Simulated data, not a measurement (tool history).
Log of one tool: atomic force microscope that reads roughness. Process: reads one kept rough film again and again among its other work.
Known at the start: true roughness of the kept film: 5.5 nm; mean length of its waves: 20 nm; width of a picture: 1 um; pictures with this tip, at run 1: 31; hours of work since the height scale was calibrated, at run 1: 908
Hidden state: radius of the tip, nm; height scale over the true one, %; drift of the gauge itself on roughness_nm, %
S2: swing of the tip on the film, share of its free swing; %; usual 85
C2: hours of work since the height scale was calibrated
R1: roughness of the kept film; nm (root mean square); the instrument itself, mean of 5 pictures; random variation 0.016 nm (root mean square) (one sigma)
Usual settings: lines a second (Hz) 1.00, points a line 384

Run 1, hour 0.0: usual settings; pictures with this tip 31; C2 908. Result: R1 3.837 nm (root mean square).
Run 2, hour 69.7: usual settings; pictures with this tip 128; C2 953. Result: R1 3.317 nm (root mean square).
Run 3, hour 116.0: usual settings but S2 79 %; pictures with this tip 192; C2 983. Result: R1 3.112 nm (root mean square).
At hour 151.3: new tip fitted.
Run 4, hour 169.4: usual settings but lines a second (Hz) 2.42; pictures with this tip 25; C2 1018. Result: R1 3.496 nm (root mean square).
Run 5, hour 241.2: usual settings but lines a second (Hz) 2.42; pictures with this tip 125; C2 1065. Result: R1 3.030 nm (root mean square).
Run 6, hour 323.9: usual settings but lines a second (Hz) 2.42, points a line 359; pictures with this tip 240; C2 1118. Result: R1 2.609 nm (root mean square).
At hour 328.4: new tip fitted.
Run 7, hour 374.4: usual settings but lines a second (Hz) 2.42, points a line 359; pictures with this tip 64; C2 1151. Result: R1 3.243 nm (root mean square).
Run 8, hour 443.3: usual settings but lines a second (Hz) 2.42, points a line 359; pictures with this tip 160; C2 1196. Result: R1 2.878 nm (root mean square).
At hour 502.9: new tip fitted.
Run 9, hour 506.2: usual settings but lines a second (Hz) 2.42, points a line 359; pictures with this tip 4; C2 1236. Result: R1 3.656 nm (root mean square).
Run 10, hour 579.9: usual settings but lines a second (Hz) 2.42, points a line 359; pictures with this tip 107; C2 1284. Result: R1 3.114 nm (root mean square).
Run 11, hour 651.1: usual settings but lines a second (Hz) 2.42, points a line 359; pictures with this tip 206; C2 1331. Result: R1 2.729 nm (root mean square).
At hour 677.9: new tip fitted.
Run 12, hour 726.6: usual settings but lines a second (Hz) 2.42, points a line 536; pictures with this tip 68; C2 1379. Result: R1 3.331 nm (root mean square).
Run 13, hour 778.6: usual settings but lines a second (Hz) 2.42, points a line 536; pictures with this tip 140; C2 1413. Result: R1 3.008 nm (root mean square).
At hour 852.2: new tip fitted.
Run 14, hour 867.3: usual settings but S2 61 %; pictures with this tip 21; C2 1471. Result: R1 4.049 nm (root mean square).
Run 15, hour 907.3: usual settings but S2 68 %; pictures with this tip 77; C2 1497. Result: R1 3.684 nm (root mean square).
Run 16, hour 991.6: usual settings but S2 68 %; pictures with this tip 194; C2 1552. Result: R1 3.124 nm (root mean square).
At hour 1029.2: new tip fitted.
Run 17, hour 1051.5: usual settings but S2 68 %; pictures with this tip 31; C2 1590. Result: R1 3.984 nm (root mean square).
Run 18, hour 1130.2: usual settings but lines a second (Hz) 3.05, points a line 562; pictures with this tip 140; C2 1642. Result: R1 2.879 nm (root mean square).
At hour 1205.6: new tip fitted.
Run 19, hour 1205.6: usual settings but lines a second (Hz) 2.84, S2 61 %, points a line 562; pictures with this tip 0; C2 1690. Result: R1 4.128 nm (root mean square).
Run 20, hour 1284.7: usual settings but lines a second (Hz) 0.95, S2 65 %, points a line 344; pictures with this tip 110; C2 1742. Result: R1 3.622 nm (root mean square).
At hour 1293.8: height scale calibrated on a step standard.
Run 21, hour 1328.1: usual settings but lines a second (Hz) 0.95, S2 65 %, points a line 344; pictures with this tip 169; C2 22. Result: R1 3.336 nm (root mean square).
At hour 1383.9: new tip fitted.
Run 22, hour 1389.4: usual settings but lines a second (Hz) 0.95, S2 65 %, points a line 344; pictures with this tip 8; C2 62. Result: R1 4.086 nm (root mean square).
Run 23, hour 1430.4: usual settings but lines a second (Hz) 0.99, points a line 818; pictures with this tip 65; C2 89. Result: R1 3.634 nm (root mean square).
Run 24, hour 1511.7: usual settings but lines a second (Hz) 0.99, points a line 818; pictures with this tip 178; C2 141. Result: R1 3.080 nm (root mean square).
At hour 1559.8: new tip fitted.
Run 25, hour 1590.2: usual settings but lines a second (Hz) 0.63, S2 77 %, points a line 442; pictures with this tip 42; C2 192. Result: R1 3.900 nm (root mean square).
Run 26, hour 1672.8: usual settings but lines a second (Hz) 2.92, points a line 508; pictures with this tip 157; C2 246. Result: R1 2.850 nm (root mean square).
Run 27, hour 1731.1: usual settings but lines a second (Hz) 0.98, S2 81 %, points a line 513; pictures with this tip 238; C2 284. Result: R1 2.941 nm (root mean square).
At hour 1735.8: new tip fitted.
At hour 1741.2: height scale calibrated on a step standard, once more.
Run 28, hour 1818.4: usual settings but S2 71 %, points a line 922; pictures with this tip 113; C2 50. Result: R1 3.456 nm (root mean square).
Run 29, hour 1876.3: usual settings but lines a second (Hz) 1.26, S2 79 %, points a line 912; pictures with this tip 194; C2 88. Result: R1 3.031 nm (root mean square).
At hour 1912.6: new tip fitted.
Run 30, hour 1915.3: usual settings but lines a second (Hz) 2.95, S2 65 %, points a line 465; pictures with this tip 3; C2 113. Result: R1 3.883 nm (root mean square).

How the hidden state differs across the entries between the runs, from the last listed run before each to the first after it:
Between runs 3 and 4: new tip fitted (hour 151.3)
  radius of the tip, nm: 12.2 -> 6.2; height scale over the true one, %: 0.75 -> 0.78
  measured less the result without the state, R1: -0.932 -> -0.146 nm (root mean square)
Between runs 6 and 7: new tip fitted (hour 328.4)
  radius of the tip, nm: 14.7 -> 7.8; height scale over the true one, %: 0.86 -> 0.89
  measured less the result without the state, R1: -1.041 -> -0.353 nm (root mean square)
Between runs 8 and 9: new tip fitted (hour 502.9)
  radius of the tip, nm: 11.4 -> 5.2; height scale over the true one, %: 0.92 -> 0.95
  measured less the result without the state, R1: -0.749 -> +0.006 nm (root mean square)
Between runs 11 and 12: new tip fitted (hour 677.9)
  radius of the tip, nm: 13.1 -> 7.6; height scale over the true one, %: 1.02 -> 1.06
  measured less the result without the state, R1: -0.910 -> -0.334 nm (root mean square)
Between runs 13 and 14: new tip fitted (hour 852.2)
  radius of the tip, nm: 10.6 -> 6.2; height scale over the true one, %: 1.08 -> 1.13
  measured less the result without the state, R1: -0.680 -> -0.156 nm (root mean square)
Between runs 16 and 17: new tip fitted (hour 1029.2)
  radius of the tip, nm: 13 -> 6.1; height scale over the true one, %: 1.19 -> 1.22
  measured less the result without the state, R1: -1.014 -> -0.145 nm (root mean square)
Between runs 18 and 19: new tip fitted (hour 1205.6)
  radius of the tip, nm: 10.7 -> 5; height scale over the true one, %: 1.26 -> 1.3
  measured less the result without the state, R1: -0.649 -> +0.051 nm (root mean square)
Between runs 20 and 21: height scale calibrated on a step standard (hour 1293.8)
  radius of the tip, nm: 8.9 -> 11.1; height scale over the true one, %: 1.34 -> 1.86
  measured less the result without the state, R1: -0.539 -> -0.797 nm (root mean square)
Between runs 21 and 22: new tip fitted (hour 1383.9)
  radius of the tip, nm: 11.1 -> 5.7; height scale over the true one, %: 1.86 -> 1.89
  measured less the result without the state, R1: -0.797 -> -0.049 nm (root mean square)
Between runs 24 and 25: new tip fitted (hour 1559.8)
  radius of the tip, nm: 12.6 -> 7; height scale over the true one, %: 1.95 -> 1.98
  measured less the result without the state, R1: -0.924 -> -0.257 nm (root mean square)
Between runs 27 and 28: new tip fitted (hour 1735.8); height scale calibrated on a step standard, once more (hour 1741.2)
  radius of the tip, nm: 14.5 -> 9.8; height scale over the true one, %: 2.05 -> 0.18
  measured less the result without the state, R1: -1.109 -> -0.701 nm (root mean square)
Between runs 29 and 30: new tip fitted (hour 1912.6)
  radius of the tip, nm: 12.8 -> 5.6; height scale over the true one, %: 0.2 -> 0.22
  measured less the result without the state, R1: -0.998 -> -0.095 nm (root mean square)
